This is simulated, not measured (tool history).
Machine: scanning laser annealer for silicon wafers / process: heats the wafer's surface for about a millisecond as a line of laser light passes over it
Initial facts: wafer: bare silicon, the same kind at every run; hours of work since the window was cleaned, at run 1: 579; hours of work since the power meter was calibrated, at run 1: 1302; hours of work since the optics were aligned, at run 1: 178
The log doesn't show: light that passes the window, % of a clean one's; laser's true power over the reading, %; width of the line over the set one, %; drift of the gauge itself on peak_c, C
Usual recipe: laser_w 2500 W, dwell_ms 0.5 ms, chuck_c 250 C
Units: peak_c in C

run   hour  laser_w  dwell_ms  chuck_c  hours of work since the window was cleaned  hours of work since the power meter was calibrated  hours of work since the optics were aligned  peak_c
  1      0     2500       0.5      250                                         579                                                1302                                          178    1014
      21.5  -- window over the wafer cleaned
  2   40.3     2500       0.5      250                                          12                                                1326                                          203    1018
  3   71.4     2291       0.5      250                                          32                                                1346                                          223     938
  4  120.5     2500       0.5      272                                          64                                                1378                                          254    1038
  5  168.2     2500     0.563      272                                          94                                                1408                                          285    1079
  6  200.5     2500     0.563      272                                         115                                                1429                                          305    1077
  7  229.3     2500       0.5      267                                         133                                                1447                                          324    1033

For run 8, what comes out?
  8  260.5     2500       0.5      267                                         153                                                1467                                          344       ?

peak_c: 1035 C
On a tool with no hidden condition, and with the same random variation, this run would have come out at peak_c 1035 C.

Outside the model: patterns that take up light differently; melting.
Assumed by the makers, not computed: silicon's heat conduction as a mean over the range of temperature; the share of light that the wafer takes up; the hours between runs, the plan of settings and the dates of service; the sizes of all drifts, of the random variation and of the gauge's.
